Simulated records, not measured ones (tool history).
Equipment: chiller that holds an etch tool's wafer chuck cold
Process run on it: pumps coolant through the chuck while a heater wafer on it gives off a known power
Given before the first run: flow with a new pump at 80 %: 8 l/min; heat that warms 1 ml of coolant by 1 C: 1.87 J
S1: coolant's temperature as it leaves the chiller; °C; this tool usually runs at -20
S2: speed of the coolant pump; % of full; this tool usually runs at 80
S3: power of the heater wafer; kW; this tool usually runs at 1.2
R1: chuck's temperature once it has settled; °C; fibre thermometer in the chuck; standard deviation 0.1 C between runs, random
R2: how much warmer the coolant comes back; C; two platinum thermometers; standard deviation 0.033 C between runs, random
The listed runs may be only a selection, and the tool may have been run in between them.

{"run": 1, "hour": 0.0, "S1": -20, "S2": 80, "S3": 1.2, "R1": -11.7, "R2": 4.93}
{"run": 2, "hour": 124.8, "S1": -20, "S2": 80, "S3": 1.2, "R1": -11.7, "R2": 4.97}
{"run": 3, "hour": 242.4, "S1": -20, "S2": 80, "S3": 1.2, "R1": -11.5, "R2": 4.99}
{"run": 4, "hour": 330.4, "S1": -15, "S2": 80, "S3": 1.2, "R1": -6.5, "R2": 4.93}
{"run": 5, "hour": 441.3, "S1": -20, "S2": 80, "S3": 0.985, "R1": -13, "R2": 4}
{"run": 6, "hour": 529.1, "S1": -20, "S2": 80, "S3": 0.985, "R1": -13.1, "R2": 4.08}
{"run": 7, "hour": 695.6, "S1": -15, "S2": 80, "S3": 0.985, "R1": -8, "R2": 4.15}
{"run": 8, "hour": 826.6, "S1": -20, "S2": 80, "S3": 1.2, "R1": -11.4, "R2": 5.05}
{"run": 9, "hour": 967.5, "S1": -20, "S2": 80, "S3": 1.2, "R1": -11.2, "R2": 4.97}
{"run": 10, "hour": 1060.1, "S1": -20, "S2": 80, "S3": 1.2, "R1": -11.4, "R2": 5.07}
{"run": 11, "hour": 1204.4, "S1": -26, "S2": 80, "S3": 1.49, "R1": -15.1, "R2": 6.3}
{"run": 12, "hour": 1286.9, "S1": -26, "S2": 80, "S3": 0.912, "R1": -19.5, "R2": 3.84}
{"run": 13, "hour": 1450.3, "S1": -25, "S2": 72, "S3": 1.398, "R1": -13.8, "R2": 6.53}
{"hour": 1494.8, "done": "chiller's thermometer calibrated"}
{"run": 14, "hour": 1601.0, "S1": -29, "S2": 83, "S3": 0.955, "R1": -21.8, "R2": 3.94}
{"run": 15, "hour": 1741.9, "S1": -25, "S2": 83, "S3": 0.955, "R1": -17.9, "R2": 3.92}
{"run": 16, "hour": 1834.5, "S1": -20, "S2": 71, "S3": 1.2, "R1": -9.7, "R2": 5.7}
{"run": 17, "hour": 1971.3, "S1": -20, "S2": 79, "S3": 1.2, "R1": -10.7, "R2": 5.12}
{"run": 18, "hour": 2093.1, "S1": -24, "S2": 89, "S3": 0.981, "R1": -17.1, "R2": 3.75}
{"run": 19, "hour": 2234.9, "S1": -20, "S2": 62, "S3": 1.2, "R1": -8.7, "R2": 6.6}

Branching from run 19: 5 alternative next runs. What would each branch give?
{"run": "A", "hour": 2330.1, "S1": -22, "S2": 80, "S3": 1.2, "R1": "?", "R2": "?"}
{"run": "B", "hour": 2330.1, "S1": -26, "S2": 62, "S3": 1.643, "R1": "?", "R2": "?"}
{"run": "C", "hour": 2330.1, "S1": -20, "S2": 66, "S3": 1.2, "R1": "?", "R2": "?"}
{"run": "D", "hour": 2330.1, "S1": -11, "S2": 98, "S3": 1.397, "R1": "?", "R2": "?"}
{"run": "E", "hour": 2330.1, "S1": -20, "S2": 76, "S3": 0.989, "R1": "?", "R2": "?"}

run=A R1=-12.6 R2=5.14
run=B R1=-9.9 R2=9.03
run=C R1=-9 R2=6.25
run=D R1=-1.6 R2=4.91
run=E R1=-12.1 R2=4.49
What these runs would have given with no unlogged condition in the tool:
run=A R1=-13.7 R2=4.82
run=B R1=-11.9 R2=8.46
run=C R1=-10.3 R2=5.85
run=D R1=-2.8 R2=4.6
run=E R1=-13 R2=4.21
